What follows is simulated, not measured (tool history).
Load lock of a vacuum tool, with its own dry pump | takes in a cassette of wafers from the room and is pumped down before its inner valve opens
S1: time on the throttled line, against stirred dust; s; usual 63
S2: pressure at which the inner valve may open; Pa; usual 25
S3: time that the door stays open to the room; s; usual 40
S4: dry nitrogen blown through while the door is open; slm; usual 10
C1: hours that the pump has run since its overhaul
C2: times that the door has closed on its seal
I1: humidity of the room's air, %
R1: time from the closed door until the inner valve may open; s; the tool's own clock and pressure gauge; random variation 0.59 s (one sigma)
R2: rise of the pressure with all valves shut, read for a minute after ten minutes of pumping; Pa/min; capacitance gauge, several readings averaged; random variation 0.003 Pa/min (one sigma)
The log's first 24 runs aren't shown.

run 25 hour=1529.9 | S1=52 S2=25 S3=105 S4=10 | C1=3020 C2=13447 | I1=43.2 | R1=104.7 R2=0.047
run 26 hour=1619.4 | S1=52 S2=25 S3=105 S4=7 | C1=3109 C2=13845 | I1=45.5 | R1=104.7 R2=0.061
run 27 hour=1671.8 | S1=52 S2=25 S3=105 S4=7 | C1=3162 C2=14079 | I1=43.9 | R1=105.5 R2=0.057
run 28 hour=1749.8 | S1=63 S2=23 S3=40 S4=5 | C1=3240 C2=14426 | I1=46.5 | R1=114.9 R2=0.039
run 29 hour=1827.8 | S1=80 S2=33 S3=161 S4=5 | C1=3318 C2=14773 | I1=46.0 | R1=123.1 R2=0.071
run 30 hour=1873.7 | S1=80 S2=33 S3=161 S4=5 | C1=3364 C2=14978 | I1=42.9 | R1=124.0 R2=0.073
run 31 hour=1949.2 | S1=63 S2=25 S3=40 S4=19 | C1=3439 C2=15314 | I1=45.8 | R1=114.4 R2=0.024
run 32 hour=1988.9 | S1=63 S2=35 S3=32 S4=4 | C1=3479 C2=15491 | I1=41.0 | R1=109.5 R2=0.029

Forecast each of these 3 alternatives for the next run:
run A hour=2026.6 | S1=65 S2=27 S3=40 S4=21 | C1=3516 C2=15659 | I1=43.9 | R1=? R2=?
run B hour=2026.6 | S1=63 S2=25 S3=40 S4=23 | C1=3516 C2=15659 | I1=48.3 | R1=? R2=?
run C hour=2026.6 | S1=46 S2=43 S3=40 S4=9 | C1=3516 C2=15659 | I1=44.7 | R1=? R2=?

run=A R1=114.2 R2=0.019
run=B R1=114.7 R2=0.024
run=C R1=96.4 R2=0.027
Without the tool's hidden state the same runs would have given:
run=A R1=114.2 R2=0.019
run=B R1=114.7 R2=0.024
run=C R1=96.4 R2=0.027
